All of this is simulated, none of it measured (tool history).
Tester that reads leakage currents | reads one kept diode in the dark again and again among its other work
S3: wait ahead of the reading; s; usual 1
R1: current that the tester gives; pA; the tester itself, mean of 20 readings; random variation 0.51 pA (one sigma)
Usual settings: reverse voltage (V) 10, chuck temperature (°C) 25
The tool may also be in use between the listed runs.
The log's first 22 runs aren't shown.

-- day=146.117 probe card cleaned and baked
run 23 day=147.188 | reverse_voltage_(V)=19.4 chuck_temperature_(°C)=47 S3=1.73 | R1=1512.3
run 24 day=156.846 | reverse_voltage_(V)=9.1 chuck_temperature_(°C)=29 S3=1 | R1=252.69
run 25 day=164.15 | reverse_voltage_(V)=9.1 chuck_temperature_(°C)=29 S3=1 | R1=260.69
run 26 day=172.338 | reverse_voltage_(V)=1.6 chuck_temperature_(°C)=23 S3=0.5 | R1=82.81
run 27 day=181.042 | reverse_voltage_(V)=1.6 chuck_temperature_(°C)=23 S3=0.5 | R1=85.52
run 28 day=187.129 | reverse_voltage_(V)=8.6 chuck_temperature_(°C)=31 S3=1.42 | R1=329.95
run 29 day=192.817 | reverse_voltage_(V)=3.5 chuck_temperature_(°C)=31 S3=1.23 | R1=244.6
-- day=195.317 chuck's temperature calibrated
run 30 day=200.058 | reverse_voltage_(V)=4.2 chuck_temperature_(°C)=20 S3=1.57 | R1=81.73
run 31 day=206.354 | reverse_voltage_(V)=1.4 chuck_temperature_(°C)=26 S3=1 | R1=99.11
run 32 day=216.046 | reverse_voltage_(V)=1.4 chuck_temperature_(°C)=26 S3=1 | R1=101.56
run 33 day=225.042 | reverse_voltage_(V)=1.4 chuck_temperature_(°C)=25 S3=1 | R1=95.82
run 34 day=230.204 | reverse_voltage_(V)=1.4 chuck_temperature_(°C)=25 S3=1 | R1=97.75
run 35 day=234.579 | reverse_voltage_(V)=1.4 chuck_temperature_(°C)=45 S3=0.92 | R1=570.31
run 36 day=243.962 | reverse_voltage_(V)=3.1 chuck_temperature_(°C)=45 S3=0.92 | R1=774.29
run 37 day=248.975 | reverse_voltage_(V)=1.8 chuck_temperature_(°C)=45 S3=5.14 | R1=648.97
run 38 day=253.967 | reverse_voltage_(V)=5.4 chuck_temperature_(°C)=45 S3=1 | R1=958.34
-- day=255.504 chuck's temperature calibrated
run 39 day=263.446 | reverse_voltage_(V)=14.3 chuck_temperature_(°C)=24 S3=0.73 | R1=204.4

4 ways to go on from here, each from the tool as it stands after run 39. What would each give?
run A day=271.833 | reverse_voltage_(V)=17.8 chuck_temperature_(°C)=56 S3=0.73 | R1=?
run B day=271.833 | reverse_voltage_(V)=14.3 chuck_temperature_(°C)=49 S3=0.38 | R1=?
run C day=271.833 | reverse_voltage_(V)=1.6 chuck_temperature_(°C)=24 S3=0.73 | R1=?
run D day=271.833 | reverse_voltage_(V)=19.2 chuck_temperature_(°C)=29 S3=2.03 | R1=?

run=A R1=3086.06
run=B R1=1639.91
run=C R1=87.64
run=D R1=353.18
Without the tool's hidden state the same runs would have given:
run=A R1=2972.31
run=B R1=1567.95
run=C R1=81.58
run=D R1=306.47
